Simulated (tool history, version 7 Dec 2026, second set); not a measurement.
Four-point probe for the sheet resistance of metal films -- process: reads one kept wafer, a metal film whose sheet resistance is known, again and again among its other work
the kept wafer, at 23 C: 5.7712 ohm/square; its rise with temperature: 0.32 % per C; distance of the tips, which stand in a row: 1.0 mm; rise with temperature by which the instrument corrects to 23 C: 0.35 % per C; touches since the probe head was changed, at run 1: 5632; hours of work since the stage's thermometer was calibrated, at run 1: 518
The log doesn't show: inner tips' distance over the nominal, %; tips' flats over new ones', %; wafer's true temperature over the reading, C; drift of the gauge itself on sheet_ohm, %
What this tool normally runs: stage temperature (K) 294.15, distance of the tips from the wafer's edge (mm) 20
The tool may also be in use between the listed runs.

run   hour  stage temperature (K)  distance of the tips from the wafer's edge (mm)  touches since the probe head was changed  hours of work since the stage's thermometer was calibrated  sheet resistance as the instrument gives it (ohm/square)
  1      0                 294.15                                               20                                      5632                                                         518                                                  5.784488
  2   15.1                 294.15                                               20                                      5941                                                         528                                                  5.782777
  3   30.5                 294.15                                               20                                      6256                                                         538                                                  5.783389
  4   48.6                 294.15                                               20                                      6627                                                         551                                                  5.783281
  5   60.4                 294.15                                               20                                      6869                                                         559                                                  5.780614
  6   80.3                 294.15                                               29                                      7276                                                         572                                                    5.7785
  7   98.4                 294.15                                               29                                      7646                                                         585                                                  5.776466
  8  108.6                 294.15                                               61                                      7856                                                         592                                                  5.775428
  9  120.5                 294.15                                               20                                      8100                                                         600                                                  5.782155
 10  134.2                 294.15                                               20                                      8380                                                         609                                                  5.782976
 11  152.5                 307.15                                               20                                      8754                                                         622                                                  5.761115
 12  165.4                 307.15                                               34                                      9017                                                         630                                                  5.755491
 13    186                 299.15                                               20                                      9440                                                         644                                                  5.773502
 14  198.5                 299.15                                               20                                      9696                                                         653                                                  5.773118
 15  208.6                 294.15                                               20                                      9903                                                         660                                                  5.781666
 16    230                 293.15                                               20                                     10341                                                         674                                                  5.782931
 17  250.8                 293.15                                               20                                     10766                                                         689                                                  5.785665
 18  263.3                 293.15                                               20                                     11022                                                         697                                                  5.783589
 19  277.9                 304.15                                               17                                     11323                                                         707                                                  5.767668
 20  292.1                 291.15                                                6                                     11613                                                         717                                                  5.862817
 21  310.9                 293.15                                               20                                     11996                                                         730                                                  5.782471
 22  324.6                 293.15                                               20                                     12277                                                         739                                                  5.783567
 23  346.2                 293.15                                               20                                     12720                                                         754                                                  5.784353
 24  365.6                 305.15                                               40                                     13118                                                         767                                                  5.756083
 25  383.4                 291.15                                               23                                     13481                                                         779                                                  5.787627
 26  393.3                 291.15                                               23                                     13683                                                         786                                                   5.78588
 27  407.5                 293.15                                               23                                     13975                                                         795                                                  5.782584
 28  423.9                 298.15                                               28                                     14311                                                         807                                                  5.771885
 29  442.4                 298.15                                               14                                     14690                                                         819                                                  5.782581

Below are 4 alternative next runs, each starting from the tool's condition after run 29. Predict each:
  A  451.6                 306.15                                               20                                     14878                                                         826                                                         ?
  B  451.6                 293.15                                               20                                     14878                                                         826                                                         ?
  C  451.6                 302.15                                               14                                     14878                                                         826                                                         ?
  D  451.6                 297.15                                                6                                     14878                                                         826                                                         ?

run  sheet resistance as the instrument gives it (ohm/square)
  A                                                  5.760065
  B                                                  5.783884
  C                                                  5.776437
  D                                                  5.854402
Stripped of hidden state, with their random variation kept, the same runs would have yielded:
run  sheet resistance as the instrument gives it (ohm/square)
  A                                                  5.760253
  B                                                  5.784071
  C                                                  5.776625
  D                                                  5.854592

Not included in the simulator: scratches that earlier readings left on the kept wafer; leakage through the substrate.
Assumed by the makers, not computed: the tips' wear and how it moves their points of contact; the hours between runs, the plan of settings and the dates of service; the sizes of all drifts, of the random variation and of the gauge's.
